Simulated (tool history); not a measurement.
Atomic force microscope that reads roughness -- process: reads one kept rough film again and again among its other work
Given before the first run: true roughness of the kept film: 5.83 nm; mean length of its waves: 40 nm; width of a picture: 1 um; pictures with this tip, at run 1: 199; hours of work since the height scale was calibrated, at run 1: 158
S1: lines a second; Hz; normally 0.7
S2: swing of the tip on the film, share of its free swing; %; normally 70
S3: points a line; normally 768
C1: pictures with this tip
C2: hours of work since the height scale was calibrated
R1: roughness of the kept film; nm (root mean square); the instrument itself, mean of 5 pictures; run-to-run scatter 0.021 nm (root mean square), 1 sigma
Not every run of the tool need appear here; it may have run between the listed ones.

run    day     S1  S2   S3   C1   C2     R1
  1      0    0.7  70  768  199  158  4.292
  2    0.6    0.7  70  768  223  166  4.188
     1.058  -- new tip fitted
  3  1.296    0.7  70  768    9  174  5.139
  4  2.162    0.7  70  768   43  184  5.026
  5  2.633    0.7  57  768   61  190  5.013
  6  3.533    0.7  57  505   96  201  4.888
     3.633  -- height scale calibrated on a step standard
  7  4.429  2.804  61  291  130   10  4.381
  8  5.075  1.181  70  768  155   18  4.395
  9  5.625  1.181  70  768  177   24  4.303
 10    6.1  0.657  81  308  195   30  4.215
     6.383  -- height scale calibrated on a step standard, once more
 11  6.975  1.044  81  261  228    7  3.906
     7.312  -- new tip fitted
 12  7.717    0.7  81  796   16   16  4.926

For each entry between runs, how does the tool's hidden state at the last listed run before it compare with that at the first listed run after it?
Runs 2 to 3: new tip fitted (day 1.058)
  radius of the tip, nm: 24.2 -> 5.7; height scale over the true one, %: 0.2 -> 0.21
  measured value less the no-hidden-state value, R1: -1.07 -> -0.04 nm (root mean square)
Runs 6 to 7: height scale calibrated on a step standard (day 3.633)
  radius of the tip, nm: 12.6 -> 15.2; height scale over the true one, %: 0.24 -> 0.29
  measured value less the no-hidden-state value, R1: -0.486 -> -0.588 nm (root mean square)
Runs 10 to 11: height scale calibrated on a step standard, once more (day 6.383)
  radius of the tip, nm: 20.3 -> 23; height scale over the true one, %: 0.31 -> -0.09
  measured value less the no-hidden-state value, R1: -0.85 -> -0.944 nm (root mean square)
Runs 11 to 12: new tip fitted (day 7.312)
  radius of the tip, nm: 23 -> 6.7; height scale over the true one, %: -0.09 -> -0.08
  measured value less the no-hidden-state value, R1: -0.944 -> -0.113 nm (root mean square)
